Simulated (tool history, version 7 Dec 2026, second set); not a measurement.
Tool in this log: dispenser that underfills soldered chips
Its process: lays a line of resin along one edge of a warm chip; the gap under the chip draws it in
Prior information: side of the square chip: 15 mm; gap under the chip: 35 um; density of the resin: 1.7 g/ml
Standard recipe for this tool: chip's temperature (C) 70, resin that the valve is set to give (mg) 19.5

run	hour	chip's temperature (C)	resin that the valve is set to give (mg)	time until the resin shows at the far edge (s)	resin that the valve gave (mg)
1	0	70	19.5	485.7	19.11
# hour 4.3: new syringe of resin
2	14	71	19.5	482.4	18.86
# hour 17.7: new syringe of resin
3	22.4	71	19.5	373.3	18.88
4	29.9	71	17.5	565	16.69
# hour 31: new syringe of resin
5	40.1	71	17.5	478.6	16.8
# hour 44.7: new syringe of resin
6	54.8	57	19.5	926.5	18.44
# hour 57.8: new syringe of resin
7	63.4	57	19.5	735	18.47
# hour 71: new syringe of resin
# hour 72.8: dispensing valve cleaned and set on the balance
8	79	57	19.5	798.4	19.4
# hour 85.3: new syringe of resin
9	93.6	57	19.5	858.6	19.34
# hour 98.1: new syringe of resin
10	103.2	57	19.5	712.2	19.2
# hour 111.7: new syringe of resin
11	115.2	57	19.5	676	19.15
# hour 124.8: new syringe of resin
12	128.4	75	19.4	294.6	18.98
# hour 137.8: new syringe of resin
13	143.3	64	19.2	538.8	18.61
# hour 151.7: new syringe of resin
14	155.7	68	19.5	416.7	18.69
15	163.1	75	18.9	455.5	18.14
# hour 165: new syringe of resin
16	172	70	16.9	469.9	16.17
# hour 177.8: new syringe of resin
17	182.2	57	19.3	706.6	18.58
# hour 190.8: new syringe of resin
18	190.8	55	20.2	605.3	19.27
19	202.7	57	23.1	1005	22.02
# hour 203.8: new syringe of resin
20	215.9	76	21.9	443.4	20.61

Below, some changes in time until the resin shows at the far edge (s) between adjacent runs. For each, the amount present without the hidden state too (settings, incoming material, random variation) and the amount remaining for the hidden state with gauge scatter not shared by both compared results:
The hidden state here: resin's viscosity, % of fresh resin's; dose that the valve gives, % of what is set; true chip temperature over the reading, C; drift of the gauge itself on fill_s, %; drift of the gauge itself on given_mg, %.
Run 5 -> 6: chip's temperature (C) 71 -> 57, resin that the valve is set to give (mg) 17.5 -> 19.5, new syringe of resin. time until the resin shows at the far edge (s) +447.9: hidden state +208.3, all else +239.6.
Run 18 -> 19: chip's temperature (C) 55 -> 57, resin that the valve is set to give (mg) 20.2 -> 23.1. time until the resin shows at the far edge (s) +399.7: hidden state +450.6, all else -50.9.
Run 19 -> 20: chip's temperature (C) 57 -> 76, resin that the valve is set to give (mg) 23.1 -> 21.9, new syringe of resin. time until the resin shows at the far edge (s) -561.6: hidden state -267.3, all else -294.3.

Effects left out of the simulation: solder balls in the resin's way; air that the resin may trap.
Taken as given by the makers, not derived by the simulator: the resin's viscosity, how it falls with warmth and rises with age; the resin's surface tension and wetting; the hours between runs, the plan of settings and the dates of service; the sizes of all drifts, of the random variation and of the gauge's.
